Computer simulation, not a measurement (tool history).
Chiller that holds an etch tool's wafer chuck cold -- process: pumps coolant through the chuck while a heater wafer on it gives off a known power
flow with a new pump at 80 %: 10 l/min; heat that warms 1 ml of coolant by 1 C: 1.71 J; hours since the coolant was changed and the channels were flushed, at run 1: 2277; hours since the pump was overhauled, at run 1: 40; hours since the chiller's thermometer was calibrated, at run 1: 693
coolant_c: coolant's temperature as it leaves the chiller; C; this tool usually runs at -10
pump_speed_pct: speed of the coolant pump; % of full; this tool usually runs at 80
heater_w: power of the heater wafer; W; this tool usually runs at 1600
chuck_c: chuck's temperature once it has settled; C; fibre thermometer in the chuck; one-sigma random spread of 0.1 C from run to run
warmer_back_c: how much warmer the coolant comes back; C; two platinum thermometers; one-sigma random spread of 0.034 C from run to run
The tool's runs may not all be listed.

run,hour,coolant_c,pump_speed_pct,heater_w,hours since the coolant was changed and the channels were flushed,hours since the pump was overhauled,hours since the chiller's thermometer was calibrated,chuck_c,warmer_back_c
1,0,-10,80,1600,2277,40,693,12.5,5.65
2,19.9,-10,80,1600,2297,60,713,12.5,5.66
3,55.1,-10,80,1659,2332,95,748,13.3,5.84
4,83.9,-1,80,1659,2361,124,777,22.4,5.82
5,114.5,-10,80,1600,2392,154,807,12.8,5.59
6,140.5,-10,80,1600,2418,180,833,12.7,5.61
# hour 147.5: coolant pump overhauled
7,183.1,-2,80,1600,2455,36,871,20.8,5.63
8,217.6,-2,80,1600,2490,70,906,20.9,5.62
9,260.5,-2,80,1600,2533,113,948,20.8,5.63
10,291.6,-10,97,1600,2564,144,980,9.4,4.6
11,315.4,-10,97,1600,2587,168,1003,9.4,4.58

3 options for the next run, each taken on its own from the tool as it stands now. Forecast them:
A,342.7,-10,74,1542,2615,195,1031,?,?
B,342.7,-10,80,2238,2615,195,1031,?,?
C,342.7,-10,97,2250,2615,195,1031,?,?

run,chuck_c,warmer_back_c
A,13.9,5.97
B,22.2,7.94
C,16.9,6.39
With the hidden condition removed and each run's random variation left untouched, the same runs would have given:
run,chuck_c,warmer_back_c
A,10.7,5.91
B,17.8,7.87
C,13.1,6.32

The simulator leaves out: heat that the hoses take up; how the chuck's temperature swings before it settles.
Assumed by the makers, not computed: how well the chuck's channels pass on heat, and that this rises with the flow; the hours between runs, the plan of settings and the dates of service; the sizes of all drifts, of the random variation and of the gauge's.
